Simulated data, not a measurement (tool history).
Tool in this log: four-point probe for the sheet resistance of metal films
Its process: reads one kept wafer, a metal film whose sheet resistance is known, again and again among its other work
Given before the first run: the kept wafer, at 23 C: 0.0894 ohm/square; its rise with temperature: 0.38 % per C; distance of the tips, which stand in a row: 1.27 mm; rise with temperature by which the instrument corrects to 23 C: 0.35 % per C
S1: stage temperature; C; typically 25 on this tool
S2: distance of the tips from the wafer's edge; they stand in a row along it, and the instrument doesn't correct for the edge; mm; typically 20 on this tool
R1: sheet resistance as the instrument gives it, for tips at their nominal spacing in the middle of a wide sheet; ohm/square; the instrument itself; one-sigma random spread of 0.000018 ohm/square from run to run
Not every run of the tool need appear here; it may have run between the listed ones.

Run 1, day 0: usual settings. Result: R1 0.090138 ohm/square.
Run 2, day 2.217: usual settings. Result: R1 0.090151 ohm/square.
Run 3, day 4.012: usual settings. Result: R1 0.090149 ohm/square.
Run 4, day 5.35: usual settings but S2 4 mm. Result: R1 0.094585 ohm/square.
Run 5, day 8.288: usual settings. Result: R1 0.09016 ohm/square.
Run 6, day 10.342: usual settings. Result: R1 0.090184 ohm/square.
Run 7, day 13.167: usual settings. Result: R1 0.090202 ohm/square.
Run 8, day 14.467: usual settings. Result: R1 0.090215 ohm/square.
Run 9, day 17.258: usual settings. Result: R1 0.090194 ohm/square.
Run 10, day 19.975: usual settings. Result: R1 0.090183 ohm/square.
Run 11, day 22.846: usual settings but S1 23 C. Result: R1 0.090187 ohm/square.
Run 12, day 25.362: usual settings but S1 23 C. Result: R1 0.090218 ohm/square.
At day 25.546: stage's thermometer calibrated.
Run 13, day 27.171: usual settings but S1 31 C. Result: R1 0.090339 ohm/square.
Run 14, day 30.029: usual settings but S1 31 C. Result: R1 0.090324 ohm/square.
Run 15, day 31.771: usual settings but S1 31 C. Result: R1 0.090311 ohm/square.
Run 16, day 34.333: usual settings but S2 11 mm. Result: R1 0.090637 ohm/square.
Run 17, day 35.575: usual settings. Result: R1 0.090199 ohm/square.
Run 18, day 37.458: usual settings. Result: R1 0.090165 ohm/square.
Run 19, day 39.517: usual settings but S2 14 mm. Result: R1 0.090411 ohm/square.
Run 20, day 40.825: usual settings but S2 14 mm. Result: R1 0.090419 ohm/square.
At day 41.95: stage's thermometer calibrated, once more.
Run 21, day 42.854: usual settings but S1 23 C. Result: R1 0.09058 ohm/square.
Run 22, day 45.104: usual settings but S1 23 C. Result: R1 0.090577 ohm/square.
Run 23, day 47.062: usual settings but S1 23 C, S2 5 mm. Result: R1 0.093421 ohm/square.
Run 24, day 49.179: usual settings but S1 24 C, S2 46 mm. Result: R1 0.09046 ohm/square.
Run 25, day 51.658: usual settings but S1 24 C, S2 46 mm. Result: R1 0.090446 ohm/square.
Run 26, day 54.629: usual settings but S1 34 C, S2 28 mm. Result: R1 0.090814 ohm/square.
Run 27, day 57.346: usual settings but S1 18 C, S2 7 mm. Result: R1 0.091896 ohm/square.
Run 28, day 58.617: usual settings but S2 18 mm. Result: R1 0.090741 ohm/square.
Run 29, day 60.6: usual settings but S1 28 C, S2 18 mm. Result: R1 0.090883 ohm/square.
Run 30, day 62.925: usual settings but S1 28 C, S2 27 mm. Result: R1 0.090704 ohm/square.
Run 31, day 64.838: usual settings but S1 26 C, S2 5 mm. Result: R1 0.093577 ohm/square.
Run 32, day 67.208: usual settings but S2 30 mm. Result: R1 0.090616 ohm/square.
Run 33, day 68.725: usual settings but S2 30 mm. Result: R1 0.090655 ohm/square.
Run 34, day 71.554: usual settings but S1 31 C, S2 3 mm. Result: R1 0.098666 ohm/square.
Run 35, day 73.183: usual settings but S1 31 C, S2 3 mm. Result: R1 0.098662 ohm/square.
Run 36, day 75.304: usual settings but S1 31 C, S2 3 mm. Result: R1 0.098652 ohm/square.
Run 37, day 77.425: usual settings but S1 31 C, S2 26 mm. Result: R1 0.09088 ohm/square.
Run 38, day 78.708: usual settings but S1 31 C, S2 26 mm. Result: R1 0.090887 ohm/square.

Forecast run 39:
Run 39, day 80.333: usual settings but S1 23 C, S2 29 mm. Result: R1 ?.

{"run 39": {"R1": 0.090629}}
Minus the tool's unlogged condition, the same run would have read R1 0.08947 ohm/square.
